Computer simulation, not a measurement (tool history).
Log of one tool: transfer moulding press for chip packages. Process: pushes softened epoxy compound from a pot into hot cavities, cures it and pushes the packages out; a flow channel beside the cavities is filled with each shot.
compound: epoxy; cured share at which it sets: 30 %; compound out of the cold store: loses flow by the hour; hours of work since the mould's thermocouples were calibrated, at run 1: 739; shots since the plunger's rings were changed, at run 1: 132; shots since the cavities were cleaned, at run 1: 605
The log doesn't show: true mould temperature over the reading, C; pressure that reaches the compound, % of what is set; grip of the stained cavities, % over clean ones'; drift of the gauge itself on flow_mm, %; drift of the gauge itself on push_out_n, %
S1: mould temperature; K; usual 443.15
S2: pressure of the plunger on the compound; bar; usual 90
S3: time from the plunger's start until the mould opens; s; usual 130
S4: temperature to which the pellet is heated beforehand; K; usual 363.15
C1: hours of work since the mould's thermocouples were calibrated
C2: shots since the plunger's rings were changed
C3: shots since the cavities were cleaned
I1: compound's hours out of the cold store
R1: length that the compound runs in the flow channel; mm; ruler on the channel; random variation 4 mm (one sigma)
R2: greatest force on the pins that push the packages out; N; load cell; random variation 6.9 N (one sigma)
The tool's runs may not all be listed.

run     day      S1     S2   S3      S4   C1    C2   C3    I1   R1   R2
  1       0  443.15     90  130  363.15  739   132  605  29.2  580  505
  2   0.838  443.15     90  130  363.15  754   344  817   8.4  646  589
      1.525  -- cavities cleaned with cleaning compound and waxed
  3   2.142  443.15     90  130  363.15  776   659  156  15.2  622  371
  4   2.946  443.15     90  130  363.15  790   863  360  10.5  635  481
      4.075  -- mould's thermocouples calibrated
  5   4.388  443.15     90  139  363.15    6  1207  704  10.3  644  531
       5.45  -- cavities cleaned with cleaning compound and waxed
  6   5.521  443.15     90  139  363.15   25  1478   18  44.1  529  279
  7    6.75  443.15     90  139  363.15   46  1789  329  16.3  606  459
  8   8.196  443.15     90  139  363.15   72  2156  696  40.1  540  541
  9   8.804  443.15     90  130  372.15   83  2310  850  24.6  579  603
      9.292  -- cavities cleaned with cleaning compound and waxed
 10   9.829  443.15     90  130  372.15  100  2554  136  25.7  574  382
 11  10.596  443.15     90  130  372.15  113  2749  331  20.3  590  458
 12  11.825  443.15     90  166  363.15  135  3060  642  34.7  553  530
     13.096  -- cavities cleaned with cleaning compound and waxed
 13    13.2  443.15     90  130  363.15  158  3392   26   9.9  618  307
 14  14.475  443.15     90  130  363.15  181  3715  349  21.8  576  477
 15  15.729  439.15   68.3  147  363.15  203  4033  667  21.1  513  562
     17.021  -- cavities cleaned with cleaning compound and waxed
 16  17.121  440.15   88.7  136  359.15  227  4370   25    40  524  298
 17   17.85  440.15   88.7  136  359.15  240  4554  209  19.7  577  424
 18  18.942  439.15     90  119  372.15  259  4831  486  42.5  515  640
 19  19.658  437.15  108.2  155  363.15  272  5013  668  35.3  592  543
     20.875  -- cavities cleaned with cleaning compound and waxed
 20    21.2  437.15     90  135  358.15  298  5388   82  12.6  606  425
     21.579  -- plunger's sealing rings changed
 21  21.983  447.15     90  154  366.15  310   102  254  46.8  525  402
 22  23.238  449.15   83.9  130  371.15  332   419  571  32.4  541  489
 23  24.375  441.15   83.9  141  361.15  352   707  859  18.8  589  561
     24.817  -- cavities cleaned with cleaning compound and waxed
 24  25.471  443.15     75  134  363.15  371   970  166  32.8  515  366
 25  26.654  443.15   72.8  136  371.15  392  1269  465  40.3  485  478
 26  27.921  445.15     90  130  371.15  414  1590  786  11.1  624  549
     28.621  -- cavities cleaned with cleaning compound and waxed
 27  29.396  445.15   98.1  110  371.15  439  1949  197  27.4  601  436

3 ways to go on from here, each from the tool as it stands after run 27. What would each give?
  A  30.333  443.15  100.8  113  371.15  456  2185  433  27.7   ?   ?
  B  30.333  446.15   98.1  110  371.15  456  2185  433  42.6   ?   ?
  C  30.333  445.15   69.2  130  356.15  456  2185  433  27.3   ?   ?

run   R1   R2
  A  605  544
  B  552  504
  C  503  462
Without the tool's hidden state the same runs would have given:
run   R1   R2
  A  622  318
  B  568  294
  C  517  265
